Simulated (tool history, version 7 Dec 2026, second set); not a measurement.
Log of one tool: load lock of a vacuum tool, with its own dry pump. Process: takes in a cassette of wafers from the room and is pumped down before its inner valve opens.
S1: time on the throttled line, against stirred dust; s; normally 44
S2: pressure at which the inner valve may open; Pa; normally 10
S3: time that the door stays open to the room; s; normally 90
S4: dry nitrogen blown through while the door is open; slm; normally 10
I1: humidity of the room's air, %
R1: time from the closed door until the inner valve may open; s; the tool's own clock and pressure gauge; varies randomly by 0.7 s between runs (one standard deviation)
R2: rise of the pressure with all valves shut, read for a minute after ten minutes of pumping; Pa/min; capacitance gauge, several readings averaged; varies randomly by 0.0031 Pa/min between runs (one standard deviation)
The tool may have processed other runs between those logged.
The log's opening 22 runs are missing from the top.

run	day	S1	S2	S3	S4	I1	R1	R2
23	336.092	44	10	90	22	46.2	116.1	0.33
24	349.321	44	10	90	14	45.4	119.1	0.383
25	368.838	44	10	90	14	44.8	118.6	0.429
26	389.046	28	10	90	8	43.7	108.3	0.501
27	404.167	28	10	90	8	45.1	110.6	0.566
28	413.283	23	10	90	10	44.7	107.8	0.593
# day 416.521: door's seal changed, seat wiped
29	434.792	23	10	90	10	46	108	0.074
30	452.329	59	11	64	10	44.8	133.6	0.081
31	461.192	59	11	64	10	46.9	133	0.093
32	479.379	44	10	129	4	45.3	125.2	0.138
# day 488.546: dry pump taken out, an overhauled one fitted
33	491.188	26	10	129	29	47.4	92.4	0.126
34	501.617	26	10	129	29	47.2	92.8	0.142
35	513.983	26	10	129	29	45.2	92.6	0.167

Run 36 comes next. What will it give?
36	526.075	44	10	90	35	43.6	?	?

R1: 108 s
R2: 0.174 Pa/min
The same run, on a tool lacking any hidden state, would have yielded R1 105.6 s, R2 0.04 Pa/min.
